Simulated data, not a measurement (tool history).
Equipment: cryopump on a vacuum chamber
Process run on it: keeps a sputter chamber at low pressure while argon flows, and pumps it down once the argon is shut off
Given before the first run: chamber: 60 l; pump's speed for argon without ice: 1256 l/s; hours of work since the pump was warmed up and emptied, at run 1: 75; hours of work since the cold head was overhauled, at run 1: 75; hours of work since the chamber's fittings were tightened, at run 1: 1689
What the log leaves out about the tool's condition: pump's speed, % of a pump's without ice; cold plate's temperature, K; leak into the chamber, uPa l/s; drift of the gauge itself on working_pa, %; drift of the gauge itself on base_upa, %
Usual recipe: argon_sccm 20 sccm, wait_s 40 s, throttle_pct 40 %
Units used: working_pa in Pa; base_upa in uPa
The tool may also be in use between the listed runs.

run	hour	argon_sccm	wait_s	throttle_pct	hours of work since the pump was warmed up and emptied	hours of work since the cold head was overhauled	hours of work since the chamber's fittings were tightened	working_pa	base_upa
1	0	20	40	40	75	75	1689	0.0681	2.09
2	15.3	15	40	40	83	83	1697	0.0507	2.05
3	35.5	20	21	40	94	94	1708	0.0681	3.05
4	57.1	11	21	40	105	105	1719	0.0379	2.86
5	67.8	32	21	40	111	111	1725	0.1115	3.02
6	78.9	20	40	40	117	117	1731	0.0689	2.17
7	98.2	20	40	40	127	127	1741	0.0702	2.19
8	120	20	40	56	139	139	1753	0.0505	2.2
9	141.9	20	40	56	150	150	1765	0.0498	2.26
10	166.7	22	251	33	164	164	1778	0.0922	1.5
11	181.8	20	32	40	172	172	1786	0.0699	2.51
12	197.4	11	68	40	180	180	1794	0.0386	1.93
13	210.1	11	68	40	187	187	1801	0.038	1.91
14	233.6	20	40	59	199	199	1813	0.0488	2.33
15	259.3	20	40	59	213	213	1827	0.0481	2.35
16	270.9	16	125	34	219	219	1833	0.0666	1.71
17	296.1	16	125	34	232	232	1847	0.0664	1.77

3 options for the next run, each taken on its own from the tool as it stands now. Forecast them:
A	312	10	187	52	241	241	1855	?	?
B	312	20	40	27	241	241	1855	?	?
C	312	20	40	23	241	241	1855	?	?

run	working_pa	base_upa
A	0.0277	1.59
B	0.1028	2.34
C	0.1195	2.36
Stripped of hidden state, with their random variation kept, the same runs would have yielded:
run	working_pa	base_upa
A	0.0259	0.37
B	0.0992	1.15
C	0.116	1.15
